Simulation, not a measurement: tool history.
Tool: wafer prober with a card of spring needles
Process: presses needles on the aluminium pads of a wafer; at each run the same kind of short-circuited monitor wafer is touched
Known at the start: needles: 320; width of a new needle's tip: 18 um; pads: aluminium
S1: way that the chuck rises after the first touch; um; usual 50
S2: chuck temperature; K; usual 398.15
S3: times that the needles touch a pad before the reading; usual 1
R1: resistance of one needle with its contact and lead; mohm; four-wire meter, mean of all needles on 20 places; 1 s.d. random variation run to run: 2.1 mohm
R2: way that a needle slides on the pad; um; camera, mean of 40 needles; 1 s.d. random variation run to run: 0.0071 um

run	hour	S1	S2	S3	R1	R2
1	0	50	398.15	1	233	8.691
2	39.9	50	398.15	1	232	8.691
3	61.5	50	398.15	1	228	8.683
4	87.5	50	398.15	1	235	8.681
5	116.9	50	398.15	1	229	8.695
6	141.4	50	398.15	1	234	8.682
7	177.9	50	398.15	1	234	8.674
8	205.3	50	398.15	1	226	8.669
9	225.4	50	398.15	1	229	8.675
10	261.3	50	398.15	1	232	8.671
11	302.9	37	398.15	1	237	6.423
12	340.8	44	360.15	2	223	7.626
13	367.4	58	360.15	1	220	10.048
14	395.1	43	398.15	1	235	7.438
15	427.9	50	398.15	2	231	8.638
16	456.9	40	315.15	1	214	6.912
17	487.9	50	341.15	1	215	8.656
18	520	50	341.15	1	217	8.635
19	553.5	44	366.15	1	224	7.606

Removed from this log: 42 entries logged between the listed runs. Between which two listed runs does each belong, and how does the tool's hidden state at the listed run before it compare with that at the listed run after it?
Run 1 -> run 2: tips cleaned on abrasive film (hour 8.1); tips cleaned on abrasive film (hour 23.6); tips cleaned on abrasive film (hour 38.6)
  debris on the tips, nm: 0.8 -> 0.3; tips' diameter, um: 18.02 -> 18.03; drift of the gauge itself on scrub_um, %: 0 -> -0.03
  measured result minus the result with no hidden state, R2: -0.001 -> -0.004 um
Run 2 -> run 3: tips cleaned on abrasive film (hour 53.9)
  debris on the tips, nm: 0.3 -> 0.8; way that the needles fall short of the set height, um: 0 -> 0.01; drift of the gauge itself on scrub_um, %: -0.03 -> -0.05
  measured result minus the result with no hidden state, R2: -0.004 -> -0.006 um
Run 3 -> run 4: tips cleaned on abrasive film (hour 67.1); height of the first contact set anew (hour 70.7); tips cleaned on abrasive film (hour 80.4)
  debris on the tips, nm: 0.8 -> 0.7; way that the needles fall short of the set height, um: 0.01 -> 0; drift of the gauge itself on scrub_um, %: -0.05 -> -0.07
  measured result minus the result with no hidden state, R2: -0.006 -> -0.007 um
Run 4 -> run 5: tips cleaned on abrasive film (hour 93.5); tips cleaned on abrasive film (hour 108.2)
  debris on the tips, nm: 0.7 -> 0.9; drift of the gauge itself on scrub_um, %: -0.07 -> -0.1
  measured result minus the result with no hidden state, R2: -0.007 -> -0.009 um
Run 5 -> run 6: tips cleaned on abrasive film (hour 123.4); tips cleaned on abrasive film (hour 136.6)
  debris on the tips, nm: 0.9 -> 0.7; drift of the gauge itself on scrub_um, %: -0.1 -> -0.12
  measured result minus the result with no hidden state, R2: -0.009 -> -0.011 um
Run 6 -> run 7: tips cleaned on abrasive film (hour 151.1); tips cleaned on abrasive film (hour 166.7)
  debris on the tips, nm: 0.7 -> 0.9; way that the needles fall short of the set height, um: 0 -> 0.01; drift of the gauge itself on scrub_um, %: -0.12 -> -0.15
  measured result minus the result with no hidden state, R2: -0.011 -> -0.014 um
Run 7 -> run 8: tips cleaned on abrasive film (hour 181.2); tips cleaned on abrasive film (hour 196.1); height of the first contact set anew (hour 205.2)
  debris on the tips, nm: 0.9 -> 0.8; way that the needles fall short of the set height, um: 0.01 -> 0; drift of the gauge itself on scrub_um, %: -0.15 -> -0.18
  measured result minus the result with no hidden state, R2: -0.014 -> -0.016 um
Run 8 -> run 9: tips cleaned on abrasive film (hour 210.8); tips cleaned on abrasive film (hour 225.4)
  debris on the tips, nm: 0.8 -> 0.1; drift of the gauge itself on scrub_um, %: -0.18 -> -0.19
  measured result minus the result with no hidden state, R2: -0.016 -> -0.017 um
Run 9 -> run 10: tips cleaned on abrasive film (hour 240.2); tips cleaned on abrasive film (hour 256.4)
  debris on the tips, nm: 0.1 -> 0.6; drift of the gauge itself on scrub_um, %: -0.19 -> -0.22
  measured result minus the result with no hidden state, R2: -0.017 -> -0.019 um
Run 10 -> run 11: tips cleaned on abrasive film (hour 270.7); tips cleaned on abrasive film (hour 284.9); tips cleaned on abrasive film (hour 298.8)
  drift of the gauge itself on scrub_um, %: -0.22 -> -0.26
  measured result minus the result with no hidden state, R2: -0.019 -> -0.017 um
Run 11 -> run 12: tips cleaned on abrasive film (hour 313.6); tips cleaned on abrasive film (hour 328.5); height of the first contact set anew (hour 340.7)
  debris on the tips, nm: 0.6 -> 0.9; drift of the gauge itself on scrub_um, %: -0.26 -> -0.29
  measured result minus the result with no hidden state, R2: -0.017 -> -0.023 um
Run 12 -> run 13: tips cleaned on abrasive film (hour 342.8); tips cleaned on abrasive film (hour 357.8)
  drift of the gauge itself on scrub_um, %: -0.29 -> -0.31
  measured result minus the result with no hidden state, R2: -0.023 -> -0.032 um
Run 13 -> run 14: tips cleaned on abrasive film (hour 374); tips cleaned on abrasive film (hour 388)
  debris on the tips, nm: 0.9 -> 0.8; drift of the gauge itself on scrub_um, %: -0.31 -> -0.34
  measured result minus the result with no hidden state, R2: -0.032 -> -0.026 um
Run 14 -> run 15: tips cleaned on abrasive film (hour 401.4); tips cleaned on abrasive film (hour 414.5); tips cleaned on abrasive film (hour 427.9)
  debris on the tips, nm: 0.8 -> 0.1; way that the needles fall short of the set height, um: 0 -> 0.01; drift of the gauge itself on scrub_um, %: -0.34 -> -0.37
  measured result minus the result with no hidden state, R2: -0.026 -> -0.033 um
Run 15 -> run 16: tips cleaned on abrasive film (hour 443.5); tips cleaned on abrasive film (hour 456.9)
  debris on the tips, nm: 0.1 -> 0; drift of the gauge itself on scrub_um, %: -0.37 -> -0.39
  measured result minus the result with no hidden state, R2: -0.033 -> -0.028 um
Run 16 -> run 17: tips cleaned on abrasive film (hour 470.6); height of the first contact set anew (hour 475.3); tips cleaned on abrasive film (hour 485.6)
  debris on the tips, nm: 0 -> 0.4; way that the needles fall short of the set height, um: 0.01 -> 0; drift of the gauge itself on scrub_um, %: -0.39 -> -0.42
  measured result minus the result with no hidden state, R2: -0.028 -> -0.037 um
Run 17 -> run 18: tips cleaned on abrasive film (hour 499.5); tips cleaned on abrasive film (hour 514.8)
  debris on the tips, nm: 0.4 -> 0.6; drift of the gauge itself on scrub_um, %: -0.42 -> -0.44
  measured result minus the result with no hidden state, R2: -0.037 -> -0.039 um
Run 18 -> run 19: tips cleaned on abrasive film (hour 529.5); tips cleaned on abrasive film (hour 544.9)
  debris on the tips, nm: 0.6 -> 0.8; drift of the gauge itself on scrub_um, %: -0.44 -> -0.47
  measured result minus the result with no hidden state, R2: -0.039 -> -0.037 um
